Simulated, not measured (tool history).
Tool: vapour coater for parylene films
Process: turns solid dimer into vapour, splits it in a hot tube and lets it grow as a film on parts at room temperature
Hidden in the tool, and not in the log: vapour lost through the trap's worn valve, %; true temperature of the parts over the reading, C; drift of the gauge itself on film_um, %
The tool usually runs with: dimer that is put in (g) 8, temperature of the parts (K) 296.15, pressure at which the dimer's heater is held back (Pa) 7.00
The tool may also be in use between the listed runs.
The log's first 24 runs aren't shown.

run    hour  dimer that is put in (g)  temperature of the parts (K)  pressure at which the dimer's heater is held back (Pa)  hours of work since the trap's valve was overhauled  hours of work since the table's thermometer was calibrated  thickness of the film (nm)
 25   736.4                         8                        302.15                                                    6.60                                                  551                                                        1571                        1320
      772.8  -- table's thermometer calibrated
 26   772.8                         5                        293.15                                                    2.08                                                  577                                                           0                        1240
 27   810.9                         5                        293.15                                                    2.08                                                  605                                                          28                        1220
      826.1  -- trap's valve overhauled
 28   859.8                         4                        289.15                                                    4.41                                                   25                                                          62                        1040
 29   890.2                         8                        302.15                                                    7.00                                                   48                                                          84                        1330
 30   939.0                         8                        302.15                                                    7.00                                                   84                                                         120                        1340
 31   960.1                         8                        302.15                                                    5.89                                                   99                                                         136                        1390
 32  1005.7                         8                        291.15                                                    2.31                                                  133                                                         170                        2150
 33  1039.2                         8                        295.15                                                    3.29                                                  158                                                         195                        1800
 34  1086.4                         8                        295.15                                                    3.29                                                  193                                                         230                        1780
 35  1113.8                        13                        293.15                                                    4.95                                                  214                                                         250                        2920
 36  1135.0                         8                        298.15                                                    4.63                                                  229                                                         266                        1560
 37  1162.0                         8                        295.15                                                    3.55                                                  249                                                         286                        1790
 38  1200.4                        12                        296.15                                                   11.27                                                  278                                                         314                        2180
 39  1227.9                         4                        296.15                                                   11.27                                                  298                                                         335                         710

Estimate the outcome of run 40 from the log above:
 40  1261.7                         8                        296.15                                                    5.38                                                  323                                                         360                           ?

Run 40 yielded thickness of the film (nm) 1650.
With no hidden state in the tool, this same run would have given thickness of the film (nm) 1690.

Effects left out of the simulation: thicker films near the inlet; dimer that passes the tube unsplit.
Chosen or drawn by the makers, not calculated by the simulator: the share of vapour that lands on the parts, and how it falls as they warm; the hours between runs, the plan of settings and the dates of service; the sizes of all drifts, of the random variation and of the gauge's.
